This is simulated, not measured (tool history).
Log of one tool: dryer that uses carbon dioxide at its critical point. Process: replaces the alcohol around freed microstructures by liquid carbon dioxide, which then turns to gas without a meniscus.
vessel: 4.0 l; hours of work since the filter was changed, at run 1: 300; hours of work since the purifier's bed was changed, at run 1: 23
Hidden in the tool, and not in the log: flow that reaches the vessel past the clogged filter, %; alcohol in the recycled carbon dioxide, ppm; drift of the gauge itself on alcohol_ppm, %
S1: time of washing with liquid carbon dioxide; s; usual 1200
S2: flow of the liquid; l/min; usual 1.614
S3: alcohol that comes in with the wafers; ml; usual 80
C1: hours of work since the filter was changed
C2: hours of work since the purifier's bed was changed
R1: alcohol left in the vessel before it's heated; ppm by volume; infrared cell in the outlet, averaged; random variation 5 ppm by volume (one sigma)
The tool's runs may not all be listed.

run	hour	S1	S2	S3	C1	C2	R1
1	0	1200	1.614	80	300	23	72
2	6.1	1200	1.614	80	304	28	80
3	13.1	1200	1.614	80	309	33	80
4	20.4	1200	1.614	80	314	38	87
5	30.5	1200	1.614	80	321	45	82
6	39.7	1200	1.614	80	328	51	78
# hour 42.4: inlet filter changed
7	49.2	1200	1.614	80	5	57	41
8	57.7	1200	1.614	80	11	63	31
9	62.7	1200	1.614	35	14	67	20
10	68.2	1200	1.614	35	18	71	19
11	73.7	1200	1.614	35	22	75	19
12	83.4	1200	1.614	80	29	81	48
13	88.9	1200	1.614	80	33	85	40
14	97.8	1200	1.614	80	39	92	44
15	103.9	1200	1.614	80	43	96	42
16	111	1800	2.25	21	48	101	15
17	117.7	1800	2.25	21	53	106	14
18	128.7	1080	1.53	48	61	113	67
19	133.8	1140	1.57	27	64	117	29
20	140.8	1680	2.63	29	69	122	20
21	145.7	1200	1.614	68	73	125	43
22	155.6	1200	1.614	80	80	132	50
23	164.2	1560	1.04	87	86	138	150
24	173.6	720	1.26	29	93	145	419
25	185.2	1200	1.07	80	101	153	381
26	192.9	720	1.75	80	106	159	347
27	198.9	720	1.614	80	110	163	500
28	204.5	1020	1.614	39	114	167	77
29	212.8	1320	1	39	120	173	192

How the hidden state differs across the entries between the runs, from the last listed run before each to the first after it:
Between runs 6 and 7: inlet filter changed (hour 42.4)
  flow that reaches the vessel past the clogged filter, %: 84.4 -> 99.1; alcohol in the recycled carbon dioxide, ppm: 9.2 -> 9.8
  measured less the result without the state, R1: +51 -> +6 ppm by volume

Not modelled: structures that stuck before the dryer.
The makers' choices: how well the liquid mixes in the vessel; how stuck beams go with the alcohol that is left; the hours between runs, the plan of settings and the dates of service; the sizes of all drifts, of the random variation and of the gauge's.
